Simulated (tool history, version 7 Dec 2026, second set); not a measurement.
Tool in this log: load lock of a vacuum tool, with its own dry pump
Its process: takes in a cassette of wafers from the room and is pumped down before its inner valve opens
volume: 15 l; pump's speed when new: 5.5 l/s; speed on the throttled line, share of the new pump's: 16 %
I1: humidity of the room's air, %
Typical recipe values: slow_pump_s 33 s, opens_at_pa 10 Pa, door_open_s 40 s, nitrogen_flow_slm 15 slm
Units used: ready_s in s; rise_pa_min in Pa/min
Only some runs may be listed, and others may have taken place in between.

{"run": 1, "hour": 0.0, "slow_pump_s": 33, "opens_at_pa": 10, "door_open_s": 40, "nitrogen_flow_slm": 15, "I1": 46, "ready_s": 53.4, "rise_pa_min": 0.18}
{"run": 2, "hour": 275.1, "slow_pump_s": 33, "opens_at_pa": 10, "door_open_s": 40, "nitrogen_flow_slm": 15, "I1": 45.6, "ready_s": 53.6, "rise_pa_min": 0.189}
{"run": 3, "hour": 515.1, "slow_pump_s": 33, "opens_at_pa": 10, "door_open_s": 40, "nitrogen_flow_slm": 15, "I1": 42.5, "ready_s": 53.6, "rise_pa_min": 0.186}
{"run": 4, "hour": 841.6, "slow_pump_s": 33, "opens_at_pa": 10, "door_open_s": 40, "nitrogen_flow_slm": 15, "I1": 44.2, "ready_s": 54.2, "rise_pa_min": 0.2}
{"run": 5, "hour": 1009.0, "slow_pump_s": 33, "opens_at_pa": 10, "door_open_s": 40, "nitrogen_flow_slm": 15, "I1": 47.7, "ready_s": 54.1, "rise_pa_min": 0.196}
{"run": 6, "hour": 1300.8, "slow_pump_s": 33, "opens_at_pa": 10, "door_open_s": 91, "nitrogen_flow_slm": 15, "I1": 43.7, "ready_s": 54.4, "rise_pa_min": 0.231}
{"run": 7, "hour": 1537.4, "slow_pump_s": 33, "opens_at_pa": 10, "door_open_s": 91, "nitrogen_flow_slm": 15, "I1": 45, "ready_s": 53.9, "rise_pa_min": 0.236}
{"run": 8, "hour": 1849.9, "slow_pump_s": 33, "opens_at_pa": 10, "door_open_s": 40, "nitrogen_flow_slm": 5, "I1": 43.2, "ready_s": 54.2, "rise_pa_min": 0.233}
{"run": 9, "hour": 2167.5, "slow_pump_s": 33, "opens_at_pa": 10, "door_open_s": 40, "nitrogen_flow_slm": 5, "I1": 47.3, "ready_s": 54.4, "rise_pa_min": 0.252}
{"run": 10, "hour": 2445.8, "slow_pump_s": 33, "opens_at_pa": 7, "door_open_s": 40, "nitrogen_flow_slm": 15, "I1": 46.2, "ready_s": 55.2, "rise_pa_min": 0.232}
{"run": 11, "hour": 2661.4, "slow_pump_s": 21, "opens_at_pa": 10, "door_open_s": 40, "nitrogen_flow_slm": 15, "I1": 43.4, "ready_s": 45, "rise_pa_min": 0.23}
{"run": 12, "hour": 2897.1, "slow_pump_s": 21, "opens_at_pa": 10, "door_open_s": 40, "nitrogen_flow_slm": 15, "I1": 40.9, "ready_s": 44.7, "rise_pa_min": 0.237}
{"run": 13, "hour": 3171.2, "slow_pump_s": 21, "opens_at_pa": 10, "door_open_s": 40, "nitrogen_flow_slm": 15, "I1": 44.8, "ready_s": 44.7, "rise_pa_min": 0.245}
{"run": 14, "hour": 3310.5, "slow_pump_s": 21, "opens_at_pa": 10, "door_open_s": 40, "nitrogen_flow_slm": 15, "I1": 45.6, "ready_s": 44.6, "rise_pa_min": 0.247}
{"run": 15, "hour": 3470.0, "slow_pump_s": 21, "opens_at_pa": 10, "door_open_s": 40, "nitrogen_flow_slm": 15, "I1": 48.4, "ready_s": 45.1, "rise_pa_min": 0.254}
{"run": 16, "hour": 3680.0, "slow_pump_s": 21, "opens_at_pa": 10, "door_open_s": 40, "nitrogen_flow_slm": 15, "I1": 45, "ready_s": 45.3, "rise_pa_min": 0.25}
{"run": 17, "hour": 3965.9, "slow_pump_s": 21, "opens_at_pa": 10, "door_open_s": 40, "nitrogen_flow_slm": 15, "I1": 45.1, "ready_s": 45.5, "rise_pa_min": 0.256}
{"run": 18, "hour": 4152.8, "slow_pump_s": 33, "opens_at_pa": 10, "door_open_s": 26, "nitrogen_flow_slm": 8, "I1": 47, "ready_s": 54.1, "rise_pa_min": 0.264}
{"run": 19, "hour": 4404.1, "slow_pump_s": 60, "opens_at_pa": 7, "door_open_s": 26, "nitrogen_flow_slm": 8, "I1": 45.4, "ready_s": 79, "rise_pa_min": 0.269}
{"run": 20, "hour": 4603.2, "slow_pump_s": 60, "opens_at_pa": 7, "door_open_s": 26, "nitrogen_flow_slm": 8, "I1": 44.9, "ready_s": 78.9, "rise_pa_min": 0.279}
{"run": 21, "hour": 4872.3, "slow_pump_s": 25, "opens_at_pa": 7, "door_open_s": 51, "nitrogen_flow_slm": 8, "I1": 46.9, "ready_s": 49.8, "rise_pa_min": 0.302}
{"run": 22, "hour": 5121.9, "slow_pump_s": 25, "opens_at_pa": 7, "door_open_s": 51, "nitrogen_flow_slm": 8, "I1": 47.2, "ready_s": 49.2, "rise_pa_min": 0.31}
{"run": 23, "hour": 5307.4, "slow_pump_s": 25, "opens_at_pa": 13, "door_open_s": 97, "nitrogen_flow_slm": 36, "I1": 47.4, "ready_s": 48.3, "rise_pa_min": 0.295}
{"run": 24, "hour": 5613.4, "slow_pump_s": 57, "opens_at_pa": 13, "door_open_s": 74, "nitrogen_flow_slm": 18, "I1": 47.7, "ready_s": 74.5, "rise_pa_min": 0.318}
{"run": 25, "hour": 5853.9, "slow_pump_s": 57, "opens_at_pa": 13, "door_open_s": 74, "nitrogen_flow_slm": 18, "I1": 45.7, "ready_s": 74.4, "rise_pa_min": 0.323}
{"run": 26, "hour": 6008.9, "slow_pump_s": 43, "opens_at_pa": 15, "door_open_s": 74, "nitrogen_flow_slm": 12, "I1": 43.4, "ready_s": 61.9, "rise_pa_min": 0.326}

What does the tool deliver on the next run?
{"run": 27, "hour": 6146.0, "slow_pump_s": 43, "opens_at_pa": 15, "door_open_s": 64, "nitrogen_flow_slm": 12, "I1": 41.8, "ready_s": "?", "rise_pa_min": "?"}

{"run 27": {"ready_s": 63.1, "rise_pa_min": 0.32}}
Were there no unlogged condition in the tool, this run, its random variation unchanged, would have produced ready_s 61.1 s, rise_pa_min 0.063 Pa/min.

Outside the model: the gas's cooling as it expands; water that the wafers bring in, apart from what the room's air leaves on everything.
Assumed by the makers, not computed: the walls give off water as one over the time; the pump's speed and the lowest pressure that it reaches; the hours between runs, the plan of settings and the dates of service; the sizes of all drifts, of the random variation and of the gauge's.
